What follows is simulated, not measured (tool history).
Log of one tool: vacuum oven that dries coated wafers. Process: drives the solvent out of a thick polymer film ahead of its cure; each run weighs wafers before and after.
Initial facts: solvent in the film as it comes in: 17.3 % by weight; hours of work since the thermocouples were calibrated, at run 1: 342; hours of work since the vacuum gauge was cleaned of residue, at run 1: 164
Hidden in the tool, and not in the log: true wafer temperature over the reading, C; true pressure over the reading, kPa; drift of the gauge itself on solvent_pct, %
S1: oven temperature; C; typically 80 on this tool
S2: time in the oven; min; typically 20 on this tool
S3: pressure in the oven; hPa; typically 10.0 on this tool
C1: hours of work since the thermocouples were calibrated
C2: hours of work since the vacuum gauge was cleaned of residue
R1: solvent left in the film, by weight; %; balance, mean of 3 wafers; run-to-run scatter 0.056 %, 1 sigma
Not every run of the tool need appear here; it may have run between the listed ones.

Run 1, day 0.000: usual settings; C1 342; C2 164. Result: R1 2.79 %.
Run 2, day 1.021: usual settings; C1 361; C2 182. Result: R1 2.73 %.
Run 3, day 1.958: usual settings; C1 378; C2 199. Result: R1 2.80 %.
Run 4, day 2.629: usual settings; C1 390; C2 212. Result: R1 2.78 %.
Run 5, day 3.329: usual settings; C1 403; C2 224. Result: R1 2.65 %.
Run 6, day 4.246: usual settings; C1 419; C2 241. Result: R1 2.80 %.
Run 7, day 4.750: usual settings; C1 429; C2 250. Result: R1 2.67 %.
Run 8, day 5.521: usual settings but S3 6.7 hPa; C1 443; C2 264. Result: R1 2.38 %.
Run 9, day 6.412: usual settings but S3 6.7 hPa; C1 459; C2 281. Result: R1 2.35 %.
Run 10, day 7.017: usual settings but S3 6.7 hPa; C1 470; C2 292. Result: R1 2.33 %.
Run 11, day 7.958: usual settings; C1 487; C2 309. Result: R1 2.67 %.
Run 12, day 8.700: usual settings; C1 501; C2 322. Result: R1 2.88 %.
Run 13, day 9.250: usual settings but S1 88 C; C1 511; C2 332. Result: R1 1.41 %.
Run 14, day 9.900: usual settings but S1 88 C; C1 523; C2 344. Result: R1 1.38 %.
Run 15, day 10.942: usual settings; C1 542; C2 363. Result: R1 2.65 %.
Run 16, day 11.925: usual settings but S1 77 C; C1 560; C2 381. Result: R1 3.50 %.
Run 17, day 12.650: usual settings but S1 86 C; C1 573; C2 395. Result: R1 1.67 %.
Run 18, day 13.412: usual settings but S1 86 C; C1 587; C2 408. Result: R1 1.69 %.
Run 19, day 13.912: usual settings but S1 86 C; C1 596; C2 418. Result: R1 1.64 %.
Run 20, day 14.346: usual settings but S1 86 C; C1 604; C2 425. Result: R1 1.60 %.
Run 21, day 15.054: usual settings but S1 92 C, S2 16 min; C1 617; C2 438. Result: R1 1.32 %.
Run 22, day 15.517: usual settings but S1 92 C, S2 16 min; C1 625; C2 447. Result: R1 1.25 %.
Run 23, day 16.096: usual settings but S1 92 C, S2 16 min; C1 636; C2 457. Result: R1 1.27 %.
Run 24, day 16.721: usual settings but S1 92 C, S2 16 min; C1 647; C2 469. Result: R1 1.35 %.
Run 25, day 17.658: usual settings but S1 92 C, S2 16 min; C1 664; C2 486. Result: R1 1.30 %.
Run 26, day 18.246: usual settings but S1 92 C, S2 16 min; C1 675; C2 497. Result: R1 1.20 %.
Run 27, day 18.688: usual settings but S1 92 C; C1 683; C2 505. Result: R1 1.14 %.
Run 28, day 19.438: usual settings but S2 28 min; C1 697; C2 518. Result: R1 2.15 %.
Run 29, day 20.304: usual settings but S1 84 C, S2 15 min, S3 6.8 hPa; C1 712; C2 534. Result: R1 2.42 %.
Run 30, day 20.796: usual settings but S1 71 C, S2 15 min, S3 7.7 hPa; C1 721; C2 543. Result: R1 6.36 %.
Run 31, day 21.662: usual settings but S1 71 C, S2 15 min, S3 7.7 hPa; C1 737; C2 559. Result: R1 6.28 %.
Run 32, day 22.458: usual settings but S1 85 C, S2 29 min, S3 29.1 hPa; C1 752; C2 573. Result: R1 3.57 %.
Run 33, day 23.179: usual settings but S1 87 C, S3 30.0 hPa; C1 765; C2 587. Result: R1 3.58 %.
Run 34, day 24.033: usual settings but S1 75 C, S2 19 min, S3 21.0 hPa; C1 780; C2 602. Result: R1 5.69 %.
Run 35, day 24.708: usual settings but S1 74 C, S2 13 min, S3 6.8 hPa; C1 793; C2 614. Result: R1 5.94 %.
Run 36, day 25.479: usual settings but S1 92 C, S3 18.4 hPa; C1 807; C2 629. Result: R1 1.90 %.
Run 37, day 26.062: usual settings but S1 73 C, S3 18.4 hPa; C1 817; C2 639. Result: R1 6.03 %.
Run 38, day 26.808: usual settings but S1 66 C, S2 28 min, S3 7.6 hPa; C1 831; C2 653. Result: R1 5.42 %.

Each row is a separate what-if for the run after 38, all from the same tool condition, not one after another. Results?
Run A, day 27.542: usual settings but S1 87 C, S2 13 min, S3 14.1 hPa; C1 844; C2 666. Result: R1 ?.
Run B, day 27.542: usual settings but S1 87 C, S2 12 min, S3 7.6 hPa; C1 844; C2 666. Result: R1 ?.
Run C, day 27.542: usual settings but S1 83 C, S2 22 min, S3 8.3 hPa; C1 844; C2 666. Result: R1 ?.
Run D, day 27.542: usual settings but S2 22 min; C1 844; C2 666. Result: R1 ?.
Run E, day 27.542: usual settings but S1 71 C, S2 14 min, S3 31.9 hPa; C1 844; C2 666. Result: R1 ?.

run    R1
  A  2.84
  B  2.53
  C  1.87
  D  2.62
  E  9.86
The same runs, with their run-to-run variation unchanged, on a tool lacking any hidden condition would have given:
run    R1
  A  2.71
  B  2.40
  C  1.64
  D  2.38
  E  9.71
